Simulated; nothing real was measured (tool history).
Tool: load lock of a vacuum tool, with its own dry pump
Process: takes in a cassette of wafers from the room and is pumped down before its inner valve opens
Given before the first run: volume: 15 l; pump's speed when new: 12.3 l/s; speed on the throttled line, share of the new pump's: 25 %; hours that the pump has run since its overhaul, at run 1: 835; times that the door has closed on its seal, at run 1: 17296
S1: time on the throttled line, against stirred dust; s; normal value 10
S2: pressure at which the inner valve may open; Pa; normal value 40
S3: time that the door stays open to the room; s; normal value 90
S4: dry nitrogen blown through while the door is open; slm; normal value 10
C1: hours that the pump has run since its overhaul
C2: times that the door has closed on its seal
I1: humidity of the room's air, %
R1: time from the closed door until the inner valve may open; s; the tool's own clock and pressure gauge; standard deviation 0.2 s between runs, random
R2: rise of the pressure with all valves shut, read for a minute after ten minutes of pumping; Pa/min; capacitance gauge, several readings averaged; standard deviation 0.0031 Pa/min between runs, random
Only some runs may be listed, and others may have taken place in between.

run 1 hour=0 | S1=10 S2=40 S3=90 S4=10 | C1=835 C2=17296 | I1=46.5 | R1=17.3 R2=0.165
run 2 hour=374 | S1=10 S2=40 S3=90 S4=10 | C1=1209 C2=18648 | I1=42.2 | R1=17.3 R2=0.178
run 3 hour=741 | S1=10 S2=40 S3=90 S4=10 | C1=1576 C2=19976 | I1=47.6 | R1=17.7 R2=0.193
run 4 hour=931.8 | S1=10 S2=62 S3=90 S4=10 | C1=1766 C2=20666 | I1=40.9 | R1=17 R2=0.181
run 5 hour=1123.3 | S1=10 S2=62 S3=90 S4=21 | C1=1958 C2=21359 | I1=44.7 | R1=17.3 R2=0.183
run 6 hour=1483.9 | S1=10 S2=40 S3=90 S4=10 | C1=2319 C2=22663 | I1=44.1 | R1=17.4 R2=0.211
run 7 hour=1825.4 | S1=10 S2=63 S3=90 S4=10 | C1=2660 C2=23898 | I1=44.7 | R1=16.8 R2=0.217
run 8 hour=2247.5 | S1=10 S2=63 S3=90 S4=10 | C1=3082 C2=25425 | I1=43.8 | R1=17.3 R2=0.223
run 9 hour=2662.6 | S1=10 S2=63 S3=90 S4=10 | C1=3497 C2=26926 | I1=44.8 | R1=16.9 R2=0.243
run 10 hour=2956.7 | S1=20 S2=40 S3=90 S4=10 | C1=3791 C2=27990 | I1=45.3 | R1=24.9 R2=0.25
run 11 hour=3306.2 | S1=10 S2=40 S3=90 S4=10 | C1=4141 C2=29254 | I1=45 | R1=17.1 R2=0.265
run 12 hour=3489.7 | S1=10 S2=48 S3=90 S4=10 | C1=4324 C2=29918 | I1=45.2 | R1=17.2 R2=0.265
run 13 hour=3909.7 | S1=10 S2=48 S3=90 S4=10 | C1=4744 C2=31437 | I1=44.3 | R1=17.2 R2=0.281
run 14 hour=4239.9 | S1=10 S2=40 S3=90 S4=10 | C1=5074 C2=32631 | I1=44.5 | R1=17.7 R2=0.289
run 15 hour=4651.9 | S1=10 S2=30 S3=90 S4=10 | C1=5486 C2=34121 | I1=41.5 | R1=18.1 R2=0.301
run 16 hour=4907.1 | S1=10 S2=30 S3=90 S4=10 | C1=5742 C2=35044 | I1=46.9 | R1=18.1 R2=0.316
run 17 hour=5218.9 | S1=10 S2=30 S3=90 S4=10 | C1=6053 C2=36172 | I1=45 | R1=18.3 R2=0.331
run 18 hour=5451.9 | S1=10 S2=30 S3=90 S4=10 | C1=6287 C2=37015 | I1=45.6 | R1=18.3 R2=0.34
run 19 hour=5792.1 | S1=10 S2=40 S3=90 S4=10 | C1=6627 C2=38245 | I1=44.2 | R1=18.2 R2=0.35
run 20 hour=6078.1 | S1=10 S2=36 S3=45 S4=10 | C1=6913 C2=39280 | I1=45.7 | R1=18.2 R2=0.351
run 21 hour=6335 | S1=10 S2=36 S3=45 S4=10 | C1=7170 C2=40209 | I1=42.3 | R1=18.1 R2=0.347
run 22 hour=6619.8 | S1=17 S2=29 S3=45 S4=11 | C1=7454 C2=41239 | I1=43.4 | R1=23.7 R2=0.37
run 23 hour=6845.1 | S1=16 S2=32 S3=115 S4=19 | C1=7680 C2=42054 | I1=45.2 | R1=22.7 R2=0.397
run 24 hour=7264 | S1=16 S2=32 S3=115 S4=19 | C1=8099 C2=43569 | I1=43.5 | R1=23.1 R2=0.409
run 25 hour=7513.8 | S1=12 S2=37 S3=58 S4=16 | C1=8348 C2=44472 | I1=45.8 | R1=19.9 R2=0.403
run 26 hour=7922.7 | S1=7 S2=62 S3=88 S4=15 | C1=8757 C2=45951 | I1=44.6 | R1=15.3 R2=0.432
run 27 hour=8314.4 | S1=7 S2=62 S3=88 S4=15 | C1=9149 C2=47368 | I1=44.8 | R1=15.6 R2=0.451
run 28 hour=8669.1 | S1=10 S2=40 S3=162 S4=10 | C1=9504 C2=48651 | I1=43.7 | R1=18.7 R2=0.499
run 29 hour=8915 | S1=5 S2=40 S3=90 S4=10 | C1=9750 C2=49540 | I1=45.4 | R1=15.5 R2=0.49
run 30 hour=9219.8 | S1=5 S2=40 S3=90 S4=10 | C1=10054 C2=50643 | I1=45.4 | R1=15.1 R2=0.506
-- hour=9313.4 dry pump taken out, an overhauled one fitted
run 31 hour=9497.2 | S1=13 S2=79 S3=90 S4=10 | C1=184 C2=51624 | I1=44.5 | R1=18.6 R2=0.52
run 32 hour=9714 | S1=10 S2=43 S3=196 S4=10 | C1=401 C2=52409 | I1=46 | R1=17.1 R2=0.569
run 33 hour=9932.7 | S1=10 S2=43 S3=196 S4=10 | C1=619 C2=53199 | I1=44.2 | R1=17.2 R2=0.578
run 34 hour=10152.8 | S1=10 S2=51 S3=25 S4=10 | C1=839 C2=53995 | I1=45.6 | R1=16.6 R2=0.529
run 35 hour=10430.1 | S1=10 S2=51 S3=25 S4=10 | C1=1117 C2=54998 | I1=43.3 | R1=16.6 R2=0.536
run 36 hour=10639.7 | S1=14 S2=51 S3=132 S4=10 | C1=1326 C2=55757 | I1=45.1 | R1=20.2 R2=0.583
run 37 hour=10945.1 | S1=14 S2=51 S3=132 S4=10 | C1=1632 C2=56861 | I1=44.5 | R1=19.9 R2=0.604

How would selected steps in R1 from run to run divide? Give the signed amount a tool lacking its hidden state would still show from settings, what came in and random variation, and the signed amount left for the hidden state, including any gauge scatter that is not in both of the compared results.
Hidden conditions of the tool in this case: pump's speed, % of a new pump's; leak at the door's seal, Pa l/s; drift of the gauge itself on ready_s, %; drift of the gauge itself on rise_pa_min, %.
Run 9 -> 10: S1 10 -> 20, S2 63 -> 40. R1 +8 s: hidden state +0, all else +8.
Run 10 -> 11: S1 20 -> 10. R1 -7.8 s: hidden state +0.1, all else -7.9.
Run 21 -> 22: S1 10 -> 17, S2 36 -> 29, S4 10 -> 11. R1 +5.6 s: hidden state -0.2, all else +5.8.
Run 28 -> 29: S1 10 -> 5, S3 162 -> 90. R1 -3.2 s: hidden state +0.3, all else -3.5.
Run 30 -> 31: S1 5 -> 13, S2 40 -> 79, dry pump taken out, an overhauled one fitted. R1 +3.5 s: hidden state -1.6, all else +5.1.

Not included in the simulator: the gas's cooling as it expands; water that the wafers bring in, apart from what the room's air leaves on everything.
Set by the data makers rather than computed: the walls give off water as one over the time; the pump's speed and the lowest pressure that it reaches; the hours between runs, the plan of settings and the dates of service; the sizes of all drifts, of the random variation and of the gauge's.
